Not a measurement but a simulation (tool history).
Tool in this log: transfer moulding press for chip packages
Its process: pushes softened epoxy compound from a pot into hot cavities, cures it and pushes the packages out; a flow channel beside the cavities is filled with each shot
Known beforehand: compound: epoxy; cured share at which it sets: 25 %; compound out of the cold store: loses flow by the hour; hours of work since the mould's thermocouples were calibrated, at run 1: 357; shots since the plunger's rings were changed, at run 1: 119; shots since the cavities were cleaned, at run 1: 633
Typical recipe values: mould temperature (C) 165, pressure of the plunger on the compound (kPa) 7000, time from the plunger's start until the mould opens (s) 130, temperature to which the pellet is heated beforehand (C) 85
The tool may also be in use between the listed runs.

run	day	mould temperature (C)	pressure of the plunger on the compound (kPa)	time from the plunger's start until the mould opens (s)	temperature to which the pellet is heated beforehand (C)	hours of work since the mould's thermocouples were calibrated	shots since the plunger's rings were changed	shots since the cavities were cleaned	incoming compound's hours out of the cold store	length that the compound runs in the flow channel (mm)	greatest force on the pins that push the packages out (N)
1	0	165	7000	130	85	357	119	633	37.7	538	764
2	1.267	165	7000	137	85	378	411	925	11.6	582	797
# day 1.812: cavities cleaned with cleaning compound and waxed
3	2.488	165	7000	147	85	397	680	157	17.4	559	803
4	3.142	165	7000	141	85	408	831	308	45.2	516	831
5	3.938	167	7000	141	85	421	1015	492	34	533	791
# day 4.929: cavities cleaned with cleaning compound and waxed, once more
6	5.004	167	7000	141	85	437	1247	17	22.9	542	387
7	6.483	165	5820	130	85	462	1589	359	43.5	468	672
8	7.329	165	5820	130	85	476	1784	554	42.8	466	754
9	8.438	165	7000	130	85	494	2041	811	13.8	549	844
# day 9.5: cavities cleaned with cleaning compound and waxed
10	9.921	165	7000	130	85	517	2369	97	32.2	520	501
11	11.204	165	7000	130	85	539	2666	394	39.4	507	695
12	12.454	165	5800	130	85	559	2955	683	21.5	484	802
13	13.092	165	7000	130	90	570	3103	831	31.1	512	803
# day 14.062: cavities cleaned with cleaning compound and waxed
14	14.388	165	7000	130	90	590	3387	75	47.6	488	494
# day 14.812: mould's thermocouples calibrated
# day 15.183: plunger's sealing rings changed
15	15.492	165	7000	131	90	9	72	288	28	552	681
16	16.379	165	7000	138	91	24	277	493	26.9	549	734
17	17.254	165	7000	138	91	39	479	695	22.9	558	788
18	18.658	165	7670	138	80	62	803	1019	20.5	593	809
# day 18.829: cavities cleaned with cleaning compound and waxed
19	19.921	165	7670	138	80	82	1081	252	47.9	545	600
20	20.638	170	6080	138	80	93	1247	418	23.7	503	604
21	21.879	165	7000	130	91	114	1534	705	25.6	548	865
22	22.917	165	7000	130	91	131	1774	945	25.1	541	875
# day 23.358: cavities cleaned with cleaning compound and waxed
23	23.783	165	7000	160	94	144	1959	97	30.3	520	447
24	24.704	165	7700	131	81	159	2172	310	43.1	537	637
25	25.829	165	6700	130	85	178	2433	571	36.3	506	771
26	26.612	165	7040	166	85	191	2614	752	34.4	518	702
# day 27.942: cavities cleaned with cleaning compound and waxed
27	28.1	165	7040	166	85	214	2943	36	15.7	551	394
28	28.95	165	7040	166	85	228	3139	232	28.3	518	538

Some steps in length that the compound runs in the flow channel (mm) between neighbouring runs. How much of each would the tool show without its hidden state too (settings, what came in, random variation), and how much is left for the hidden state, with any gauge scatter that isn't in both results?
Unlogged tool condition in this case: true mould temperature over the reading, C; pressure that reaches the compound, % of what is set; grip of the stained cavities, % over clean ones'; drift of the gauge itself on flow_mm, %; drift of the gauge itself on push_out_n, %.
Run 6 -> 7: mould temperature (C) 167 -> 165, pressure of the plunger on the compound (kPa) 7000 -> 5820, time from the plunger's start until the mould opens (s) 141 -> 130. length that the compound runs in the flow channel (mm) -74: hidden state -2, all else -72.
Run 8 -> 9: pressure of the plunger on the compound (kPa) 5820 -> 7000. length that the compound runs in the flow channel (mm) +83: hidden state -6, all else +89.
Run 14 -> 15: time from the plunger's start until the mould opens (s) 130 -> 131, mould's thermocouples calibrated, plunger's sealing rings changed. length that the compound runs in the flow channel (mm) +64: hidden state +36, all else +28.
